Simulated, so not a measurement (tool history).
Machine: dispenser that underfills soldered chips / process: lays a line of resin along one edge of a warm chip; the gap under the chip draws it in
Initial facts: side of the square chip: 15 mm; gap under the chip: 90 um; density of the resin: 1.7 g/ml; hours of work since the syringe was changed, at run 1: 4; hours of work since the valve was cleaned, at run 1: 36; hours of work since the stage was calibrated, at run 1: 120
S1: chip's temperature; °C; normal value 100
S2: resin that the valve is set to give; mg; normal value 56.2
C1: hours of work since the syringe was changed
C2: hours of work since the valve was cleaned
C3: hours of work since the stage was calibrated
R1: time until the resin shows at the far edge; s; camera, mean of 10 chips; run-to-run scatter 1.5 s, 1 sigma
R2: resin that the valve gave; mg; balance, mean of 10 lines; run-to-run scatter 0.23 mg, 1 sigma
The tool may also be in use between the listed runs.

run 1 hour=0 | S1=100 S2=56.2 | C1=4 C2=36 C3=120 | R1=171 R2=55.25
run 2 hour=4.5 | S1=100 S2=56.2 | C1=7 C2=39 C3=123 | R1=201.5 R2=55.29
-- hour=8.1 new syringe of resin
run 3 hour=8.7 | S1=100 S2=50.1 | C1=0 C2=41 C3=126 | R1=148.7 R2=48.92
run 4 hour=13.7 | S1=100 S2=56.2 | C1=4 C2=45 C3=129 | R1=173 R2=54.58
run 5 hour=17.3 | S1=100 S2=56.2 | C1=6 C2=47 C3=132 | R1=202.8 R2=54.77
-- hour=21.6 new syringe of resin
run 6 hour=22.5 | S1=100 S2=56.2 | C1=1 C2=51 C3=135 | R1=147.1 R2=54.62
run 7 hour=27.7 | S1=100 S2=56.2 | C1=4 C2=54 C3=139 | R1=179.6 R2=54.4
run 8 hour=31.8 | S1=100 S2=56.2 | C1=7 C2=57 C3=142 | R1=206.8 R2=54.29
-- hour=35.2 new syringe of resin
run 9 hour=36.5 | S1=100 S2=56.2 | C1=1 C2=60 C3=145 | R1=147.6 R2=54.21
run 10 hour=41.2 | S1=100 S2=56.2 | C1=4 C2=64 C3=148 | R1=174.5 R2=54.18
run 11 hour=45.3 | S1=110 S2=56.2 | C1=7 C2=66 C3=151 | R1=142.7 R2=53.67
run 12 hour=48.3 | S1=100 S2=56.2 | C1=9 C2=68 C3=153 | R1=232.9 R2=54.06
-- hour=49 new syringe of resin
run 13 hour=51.1 | S1=104 S2=56.2 | C1=1 C2=70 C3=155 | R1=131.2 R2=53.67
run 14 hour=56.2 | S1=100 S2=59.9 | C1=5 C2=74 C3=158 | R1=180.7 R2=57.13
run 15 hour=59.9 | S1=100 S2=59.9 | C1=8 C2=76 C3=161 | R1=210.5 R2=56.83
-- hour=62.5 new syringe of resin
run 16 hour=62.5 | S1=100 S2=59.9 | C1=0 C2=78 C3=162 | R1=134.6 R2=57.1
run 17 hour=67.3 | S1=97 S2=56.2 | C1=3 C2=81 C3=166 | R1=180.3 R2=53.17
run 18 hour=72.2 | S1=97 S2=56.2 | C1=7 C2=85 C3=169 | R1=221.2 R2=53.58
-- hour=76.2 new syringe of resin
run 19 hour=77 | S1=97 S2=56.2 | C1=1 C2=88 C3=172 | R1=165.6 R2=53.03
-- hour=78.4 dispensing valve cleaned and set on the balance
run 20 hour=82.9 | S1=107 S2=63.6 | C1=4 C2=3 C3=176 | R1=135.7 R2=63.37
run 21 hour=85 | S1=102 S2=51 | C1=5 C2=5 C3=177 | R1=179.6 R2=50.61
run 22 hour=88.4 | S1=99 S2=56.2 | C1=8 C2=7 C3=179 | R1=224.9 R2=55.62
-- hour=91 new syringe of resin
run 23 hour=94.1 | S1=99 S2=56.2 | C1=2 C2=11 C3=183 | R1=158.6 R2=55.71
run 24 hour=96.6 | S1=99 S2=56.2 | C1=4 C2=12 C3=185 | R1=177.8 R2=55.94
run 25 hour=100.8 | S1=103 S2=64.6 | C1=7 C2=15 C3=188 | R1=177.1 R2=64.09
run 26 hour=103 | S1=103 S2=64.6 | C1=8 C2=17 C3=189 | R1=195 R2=64.12
-- hour=104.4 new syringe of resin
run 27 hour=105.9 | S1=86 S2=51.5 | C1=1 C2=19 C3=191 | R1=246.6 R2=50.78
run 28 hour=108.6 | S1=90 S2=60.8 | C1=3 C2=21 C3=193 | R1=230.1 R2=59.98
run 29 hour=112.8 | S1=90 S2=53.4 | C1=6 C2=23 C3=196 | R1=275.7 R2=52.45
-- hour=118.2 new syringe of resin
run 30 hour=118.3 | S1=109 S2=48.8 | C1=0 C2=27 C3=200 | R1=105.3 R2=47.72
run 31 hour=121.7 | S1=109 S2=48.8 | C1=2 C2=29 C3=202 | R1=121.4 R2=47.98
run 32 hour=124.1 | S1=109 S2=48.8 | C1=4 C2=31 C3=204 | R1=131.7 R2=47.77
run 33 hour=126.6 | S1=99 S2=49.7 | C1=6 C2=33 C3=205 | R1=201 R2=48.55
-- hour=131.6 new syringe of resin
run 34 hour=131.6 | S1=96 S2=48.5 | C1=0 C2=36 C3=209 | R1=161 R2=47.56
run 35 hour=134 | S1=96 S2=69.7 | C1=2 C2=38 C3=210 | R1=173.8 R2=67.73
run 36 hour=137.2 | S1=96 S2=69.7 | C1=4 C2=40 C3=212 | R1=192 R2=67.89
run 37 hour=142.1 | S1=103 S2=53.2 | C1=7 C2=43 C3=216 | R1=191.1 R2=51.75

Alternative continuations, all from the tool just after run 37; predict every row:
-- hour=145.2 new syringe of resin
run A hour=145.9 | S1=87 S2=64.2 | C1=1 C2=46 C3=218 | R1=? R2=?
-- hour=145.2 new syringe of resin
run B hour=145.9 | S1=94 S2=69.5 | C1=1 C2=46 C3=218 | R1=? R2=?
-- hour=145.2 new syringe of resin
run C hour=145.9 | S1=90 S2=57.4 | C1=1 C2=46 C3=218 | R1=? R2=?

run=A R1=226.8 R2=62.83
run=B R1=175.1 R2=67.51
run=C R1=206.9 R2=55.93
Had the tool no hidden state, the same runs would have come out as:
run=A R1=224.2 R2=64.81
run=B R1=173 R2=69.63
run=C R1=204.1 R2=57.7

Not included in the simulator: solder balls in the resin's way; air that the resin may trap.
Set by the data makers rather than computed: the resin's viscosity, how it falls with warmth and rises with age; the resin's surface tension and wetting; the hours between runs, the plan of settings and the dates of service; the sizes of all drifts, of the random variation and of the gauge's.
